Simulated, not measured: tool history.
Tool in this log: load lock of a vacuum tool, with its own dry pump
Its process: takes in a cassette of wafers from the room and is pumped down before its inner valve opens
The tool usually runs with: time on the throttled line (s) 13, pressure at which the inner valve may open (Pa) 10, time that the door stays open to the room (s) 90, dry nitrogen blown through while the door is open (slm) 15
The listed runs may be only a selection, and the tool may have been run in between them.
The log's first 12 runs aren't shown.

run,day,time on the throttled line (s),pressure at which the inner valve may open (Pa),time that the door stays open to the room (s),dry nitrogen blown through while the door is open (slm),"incoming humidity of the room's air, %",time from the closed door until the inner valve may open (s),rise of the pressure with all valves shut (Pa/min)
13,70.921,13,10,90,4,44.7,22.8,0.076
14,76.858,13,10,90,4,47.3,22.6,0.079
15,83.196,13,10,90,4,42.6,23,0.074
16,88.967,13,10,90,4,46.6,23.1,0.079
17,96.808,13,18,90,15,45,22.2,0.06
18,104.938,26,10,90,15,48,34,0.065
19,108.8,11,18,90,19,44.7,20.3,0.059
20,113.5,19,10,90,15,49,27.8,0.069
21,119.292,13,10,166,6,46.9,22.9,0.095
22,125.612,13,10,166,6,45.2,23,0.089
23,132.612,13,10,166,6,42.3,22.8,0.096
24,140.417,7,19,30,9,44.8,17,0.066
25,148.738,7,12,90,15,45.2,17.8,0.072
26,152.633,8,10,29,15,39.2,18.7,0.054
27,159.388,13,9,65,11,46.2,23.3,0.081
28,164.667,12,10,158,14,43,22.3,0.092
29,168.471,12,10,158,14,43.3,22.5,0.086
30,176.471,12,10,158,14,42.6,22.2,0.091
31,184.608,12,10,158,4,45.1,22.3,0.116
32,188.658,13,18,110,15,42.6,22,0.085
33,192.204,6,10,36,15,42,17.4,0.071
34,198.608,13,10,90,7,40.5,23.3,0.096
35,202,13,10,90,7,43.6,23.1,0.1
36,208.433,13,10,105,25,42.2,23,0.081

Below are 3 alternative next runs, each starting from the tool's condition after run 36. Predict each:
A,214.638,13,10,184,38,44.7,?,?
B,214.638,13,10,105,9,46.4,?,?
C,214.638,13,10,41,19,45.8,?,?

run,time from the closed door until the inner valve may open (s),rise of the pressure with all valves shut (Pa/min)
A,22.7,0.085
B,23.1,0.102
C,23.2,0.077
Stripped of hidden state, with their random variation kept, the same runs would have yielded:
run,time from the closed door until the inner valve may open (s),rise of the pressure with all valves shut (Pa/min)
A,22.1,0.033
B,22.5,0.051
C,22.6,0.025

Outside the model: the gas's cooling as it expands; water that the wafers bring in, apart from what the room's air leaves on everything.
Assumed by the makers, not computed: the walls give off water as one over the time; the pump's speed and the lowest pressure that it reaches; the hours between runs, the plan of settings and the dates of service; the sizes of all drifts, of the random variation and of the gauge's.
